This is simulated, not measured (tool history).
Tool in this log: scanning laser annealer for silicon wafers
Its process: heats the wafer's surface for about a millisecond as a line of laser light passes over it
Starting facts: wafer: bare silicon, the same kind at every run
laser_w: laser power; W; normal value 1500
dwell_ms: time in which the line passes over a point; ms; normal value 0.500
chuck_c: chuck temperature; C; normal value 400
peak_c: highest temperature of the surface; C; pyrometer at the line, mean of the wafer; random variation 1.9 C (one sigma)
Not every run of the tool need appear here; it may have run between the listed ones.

| run | hour | laser_w | dwell_ms | chuck_c | peak_c |
|---|---|---|---|---|---|
| 1 | 0.0 | 1500 | 0.500 | 400 | 1094 |
| 2 | 6.8 | 1500 | 0.500 | 400 | 1093 |
| 3 | 19.5 | 1500 | 0.501 | 400 | 1094 |
| 4 | 30.6 | 1500 | 0.500 | 393 | 1084 |
| 5 | 42.2 | 1593 | 0.500 | 400 | 1143 |
| 6 | 48.7 | 1342 | 0.387 | 409 | 947 |
|  | 52.6 | laser's power meter calibrated |
| 7 | 62.6 | 1647 | 0.388 | 394 | 1080 |
| 8 | 73.7 | 1608 | 0.497 | 396 | 1143 |
| 9 | 80.9 | 1608 | 0.469 | 396 | 1119 |
| 10 | 88.5 | 1569 | 0.469 | 396 | 1101 |

5 ways to go on from here, each from the tool as it stands after run 10. What would each give?
| A | 98.4 | 1569 | 0.469 | 384 | ? |
| B | 98.4 | 1627 | 0.453 | 396 | ? |
| C | 98.4 | 1569 | 0.469 | 408 | ? |
| D | 98.4 | 1569 | 0.545 | 396 | ? |
| E | 98.4 | 1586 | 0.443 | 400 | ? |

| run | peak_c |
|---|---|
| A | 1088 |
| B | 1118 |
| C | 1112 |
| D | 1149 |
| E | 1093 |
What these runs would have given with no unlogged condition in the tool:
| run | peak_c |
|---|---|
| A | 1124 |
| B | 1154 |
| C | 1147 |
| D | 1187 |
| E | 1128 |
